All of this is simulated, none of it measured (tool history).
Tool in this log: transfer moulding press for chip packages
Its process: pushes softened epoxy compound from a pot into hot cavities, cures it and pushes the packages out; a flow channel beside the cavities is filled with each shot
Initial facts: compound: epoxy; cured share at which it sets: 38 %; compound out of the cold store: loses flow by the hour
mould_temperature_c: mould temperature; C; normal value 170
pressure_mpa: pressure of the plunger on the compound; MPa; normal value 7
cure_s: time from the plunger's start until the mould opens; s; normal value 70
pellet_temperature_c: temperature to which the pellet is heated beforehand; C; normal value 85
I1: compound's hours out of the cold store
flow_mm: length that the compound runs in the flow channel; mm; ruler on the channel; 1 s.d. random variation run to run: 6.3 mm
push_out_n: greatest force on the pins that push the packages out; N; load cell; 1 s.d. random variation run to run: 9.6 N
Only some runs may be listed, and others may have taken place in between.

Run 1, hour 0: usual settings; I1 47.1. Result: flow_mm 575 mm, push_out_n 657 N.
At hour 22.3: cavities cleaned with cleaning compound and waxed.
At hour 33.4: plunger's sealing rings changed.
Run 2, hour 46.2: usual settings; I1 11.2. Result: flow_mm 704 mm, push_out_n 601 N.
At hour 74.7: cavities cleaned with cleaning compound and waxed.
Run 3, hour 82: usual settings but pressure_mpa 7.77 MPa; I1 21.2. Result: flow_mm 715 mm, push_out_n 525 N.
At hour 126.7: cavities cleaned with cleaning compound and waxed.
Run 4, hour 155.9: usual settings but pressure_mpa 7.77 MPa; I1 23.1. Result: flow_mm 700 mm, push_out_n 661 N.
At hour 171.7: mould's thermocouples calibrated.
At hour 182.6: cavities cleaned with cleaning compound and waxed.
At hour 237.6: cavities cleaned with cleaning compound and waxed.
Run 5, hour 241.2: usual settings but pressure_mpa 7.77 MPa; I1 35.6. Result: flow_mm 658 mm, push_out_n 456 N.
Run 6, hour 275.7: usual settings; I1 14.1. Result: flow_mm 644 mm, push_out_n 721 N.
At hour 288: cavities cleaned with cleaning compound and waxed.
Run 7, hour 330.3: usual settings; I1 32.7. Result: flow_mm 617 mm, push_out_n 744 N.
At hour 339.1: cavities cleaned with cleaning compound and waxed.
Run 8, hour 382.3: usual settings; I1 36. Result: flow_mm 607 mm, push_out_n 741 N.
At hour 392.5: cavities cleaned with cleaning compound and waxed.
At hour 444: cavities cleaned with cleaning compound and waxed.
Run 9, hour 444: usual settings but pellet_temperature_c 79 C; I1 22.6. Result: flow_mm 614 mm, push_out_n 450 N.
At hour 496.7: cavities cleaned with cleaning compound and waxed.
At hour 503.1: plunger's sealing rings changed.
Run 10, hour 515.8: usual settings; I1 31.7. Result: flow_mm 667 mm, push_out_n 591 N.
At hour 552: cavities cleaned with cleaning compound and waxed.
Run 11, hour 576.3: usual settings; I1 8.1. Result: flow_mm 693 mm, push_out_n 643 N.
At hour 601.3: cavities cleaned with cleaning compound and waxed.
Run 12, hour 648: usual settings; I1 38.7. Result: flow_mm 635 mm, push_out_n 736 N.
At hour 654.9: cavities cleaned with cleaning compound and waxed.
At hour 708: cavities cleaned with cleaning compound and waxed.
Run 13, hour 717: usual settings; I1 11.6. Result: flow_mm 665 mm, push_out_n 510 N.
At hour 761.3: cavities cleaned with cleaning compound and waxed.
Run 14, hour 762.2: usual settings but pressure_mpa 6.57 MPa, pellet_temperature_c 90 C; I1 43.4. Result: flow_mm 585 mm, push_out_n 447 N.
At hour 812.5: cavities cleaned with cleaning compound and waxed.
Run 15, hour 817.2: usual settings but mould_temperature_c 176 C, pressure_mpa 6.57 MPa, cure_s 52 s, pellet_temperature_c 84 C; I1 10.7. Result: flow_mm 629 mm, push_out_n 592 N.
Run 16, hour 850.3: usual settings but mould_temperature_c 175 C, pressure_mpa 8.5 MPa, pellet_temperature_c 80 C; I1 38.6. Result: flow_mm 661 mm, push_out_n 630 N.
At hour 868.1: cavities cleaned with cleaning compound and waxed.
Run 17, hour 899.1: usual settings but cure_s 53 s, pellet_temperature_c 82 C; I1 24.7. Result: flow_mm 617 mm, push_out_n 1178 N.
At hour 921.1: cavities cleaned with cleaning compound and waxed.
At hour 967.9: plunger's sealing rings changed.
At hour 975.7: cavities cleaned with cleaning compound and waxed.
Run 18, hour 985.9: usual settings but cure_s 53 s, pellet_temperature_c 82 C; I1 18.3. Result: flow_mm 690 mm, push_out_n 953 N.
At hour 1026.3: cavities cleaned with cleaning compound and waxed.
Run 19, hour 1031.5: usual settings but mould_temperature_c 167 C, cure_s 53 s, pellet_temperature_c 86 C; I1 27.3. Result: flow_mm 663 mm, push_out_n 1034 N.
At hour 1077.6: cavities cleaned with cleaning compound and waxed.
Run 20, hour 1106.6: usual settings but mould_temperature_c 177 C, pressure_mpa 7.93 MPa; I1 29.5. Result: flow_mm 680 mm, push_out_n 598 N.
At hour 1132: cavities cleaned with cleaning compound and waxed.
Run 21, hour 1142: usual settings but cure_s 85 s, pellet_temperature_c 88 C; I1 37.2. Result: flow_mm 626 mm, push_out_n 472 N.
At hour 1178.9: mould's thermocouples calibrated.
At hour 1187.1: cavities cleaned with cleaning compound and waxed.
Run 22, hour 1202.9: usual settings but pressure_mpa 8.64 MPa, cure_s 98 s; I1 26.7. Result: flow_mm 713 mm, push_out_n 501 N.
At hour 1239.8: cavities cleaned with cleaning compound and waxed.
Run 23, hour 1239.8: usual settings but pressure_mpa 8.64 MPa, cure_s 98 s; I1 46. Result: flow_mm 676 mm, push_out_n 389 N.
At hour 1292.4: cavities cleaned with cleaning compound and waxed.
Run 24, hour 1305.8: usual settings but pressure_mpa 6.07 MPa, cure_s 59 s, pellet_temperature_c 77 C; I1 43.8. Result: flow_mm 560 mm, push_out_n 776 N.
At hour 1343.5: cavities cleaned with cleaning compound and waxed.
Run 25, hour 1382.4: usual settings but cure_s 52 s, pellet_temperature_c 87 C; I1 29. Result: flow_mm 598 mm, push_out_n 1265 N.
At hour 1397.1: cavities cleaned with cleaning compound and waxed.
At hour 1435.3: plunger's sealing rings changed.
Run 26, hour 1444: usual settings but cure_s 52 s, pellet_temperature_c 87 C; I1 25.8. Result: flow_mm 685 mm, push_out_n 1358 N.

Here are 3 independent what-if runs from the current tool condition. What would each one return?
At hour 1451.1: cavities cleaned with cleaning compound and waxed.
At hour 1503.8: cavities cleaned with cleaning compound and waxed.
Run A, hour 1520: usual settings but mould_temperature_c 163 C, pellet_temperature_c 80 C; I1 30.5. Result: flow_mm ?, push_out_n ?.
At hour 1451.1: cavities cleaned with cleaning compound and waxed.
At hour 1503.8: cavities cleaned with cleaning compound and waxed.
Run B, hour 1520: usual settings but pressure_mpa 5.54 MPa; I1 19.6. Result: flow_mm ?, push_out_n ?.
At hour 1451.1: cavities cleaned with cleaning compound and waxed.
At hour 1503.8: cavities cleaned with cleaning compound and waxed.
Run C, hour 1520: usual settings but cure_s 52 s, pellet_temperature_c 88 C; I1 33.7. Result: flow_mm ?, push_out_n ?.

run  flow_mm  push_out_n
  A      676         847
  B      606         581
  C      651        1031
Take away the tool's hidden state, keep each run's random variation, and the runs would have read:
run  flow_mm  push_out_n
  A      694         637
  B      621         432
  C      667         775
